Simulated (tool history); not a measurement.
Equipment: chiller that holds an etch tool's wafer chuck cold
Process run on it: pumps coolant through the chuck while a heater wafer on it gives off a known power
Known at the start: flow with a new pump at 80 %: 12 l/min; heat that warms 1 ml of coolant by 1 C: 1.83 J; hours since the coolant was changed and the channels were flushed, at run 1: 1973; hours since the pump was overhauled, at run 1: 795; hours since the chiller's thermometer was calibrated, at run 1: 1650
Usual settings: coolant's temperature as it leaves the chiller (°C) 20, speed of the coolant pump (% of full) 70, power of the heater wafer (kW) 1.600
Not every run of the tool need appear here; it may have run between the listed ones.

run,hour,coolant's temperature as it leaves the chiller (°C),speed of the coolant pump (% of full),power of the heater wafer (kW),hours since the coolant was changed and the channels were flushed,hours since the pump was overhauled,hours since the chiller's thermometer was calibrated,chuck's temperature once it has settled (°C),how much warmer the coolant comes back (C)
1,0.0,20,70,1.600,1973,795,1650,32.8,5.06
2,32.6,28,70,1.600,2006,828,1682,41.0,5.08
3,78.2,20,70,1.600,2052,874,1728,32.7,5.06
4,97.6,20,70,1.600,2071,893,1747,32.7,5.08
5,142.8,20,70,0.918,2116,938,1792,27.3,2.91
6,173.5,20,70,0.918,2147,969,1823,27.5,2.92
# hour 178.3: chiller's thermometer calibrated
7,219.4,20,62,1.600,2192,1014,41,34.3,5.75
# hour 248.3: chiller's thermometer calibrated, once more
8,262.2,24,70,1.600,2234,1056,14,36.8,5.07
9,308.3,18,70,1.600,2280,1102,60,30.9,5.12
10,343.7,18,70,1.600,2315,1137,95,31.0,5.08
11,389.7,24,84,1.964,2361,1183,141,37.9,5.21
12,409.9,12,76,1.028,2381,1203,162,19.7,2.99
13,449.8,12,76,1.028,2421,1243,201,19.8,2.95
14,480.7,12,76,2.055,2452,1274,232,27.6,6.04
15,520.3,30,91,1.600,2492,1314,272,40.6,3.84
16,549.4,13,70,1.214,2521,1343,301,23.0,3.94

Describe how what the log doesn't record of the tool's condition differs between the last listed run preceding each entry between runs and the first listed run following it.
Logged between run 6 and run 7: chiller's thermometer calibrated (hour 178.3)
  heat passed by the chuck's channels, % of clean ones': 94.9 -> 94.8; flow at a given pump speed, % of a new pump's: 98.9 -> 98.8; coolant's true temperature over the reading, C: 0.17 -> 0.25
  the result without the hidden state subtracted from the measured one, chuck's temperature once it has settled (°C): +0.5 -> +0.9; how much warmer the coolant comes back (C): +0.03 -> +0.07
Logged between run 7 and run 8: chiller's thermometer calibrated, once more (hour 248.3)
  heat passed by the chuck's channels, % of clean ones': 94.8 -> 94.7; coolant's true temperature over the reading, C: 0.25 -> 0.05
  the result without the hidden state subtracted from the measured one, chuck's temperature once it has settled (°C): +0.9 -> +0.7; how much warmer the coolant comes back (C): +0.07 -> +0.06
